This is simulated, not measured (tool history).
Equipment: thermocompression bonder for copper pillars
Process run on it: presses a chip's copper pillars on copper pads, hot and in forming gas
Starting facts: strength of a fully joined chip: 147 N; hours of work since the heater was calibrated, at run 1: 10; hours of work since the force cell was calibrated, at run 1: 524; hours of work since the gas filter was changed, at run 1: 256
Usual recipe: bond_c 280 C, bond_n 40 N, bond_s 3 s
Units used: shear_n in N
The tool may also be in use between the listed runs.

run   hour  bond_c  bond_n  bond_s  hours of work since the heater was calibrated  hours of work since the force cell was calibrated  hours of work since the gas filter was changed  shear_n
  1      0     280      40       3                                             10                                                524                                             256    108.6
  2   22.6     280      40       3                                             25                                                539                                             271    107.9
  3   36.6     280      40       3                                             34                                                548                                             280    107.7
  4   54.2     280      40       2                                             46                                                560                                             292     97.4
  5   72.7     280      40       2                                             58                                                572                                             304     97.5
  6   96.3     280      40       5                                             74                                                587                                             319    120.4
  7  112.8     280      40       5                                             84                                                598                                             330    120.9
  8  137.2     280      49       3                                            100                                                614                                             346    116.7
  9  162.4     280      49       3                                            117                                                631                                             363      117
 10  175.8     299      40       3                                            126                                                640                                             372    120.3
 11  198.1     299      40       3                                            140                                                654                                             386      121
 12  220.5     268      40       3                                            155                                                669                                             401     98.4
     223.3  -- forming gas filter changed
 13  234.5     268      40       3                                            164                                                678                                               7     99.2
 14    252     280      33       3                                            175                                                689                                              19     98.4
 15  275.3     280      40       3                                            191                                                705                                              34    107.6
 16  296.8     280      40       3                                            205                                                719                                              48    108.2
 17  314.7     280      40       3                                            217                                                731                                              60      108
 18    325     280      40       2                                            223                                                737                                              67     97.8
 19    349     280      40       2                                            239                                                753                                              83     97.3
 20  365.8     280      40       2                                            250                                                764                                              94     97.3
 21  387.5     292      41       5                                            264                                                778                                             108    128.1
 22  402.2     290      40       3                                            274                                                788                                             117      115

For run 23, what comes out?
 23  413.8     290      40       3                                            282                                                796                                             125        ?

shear_n: 114.9 N
The same run, on a tool lacking any hidden state, would have yielded shear_n 115 N.
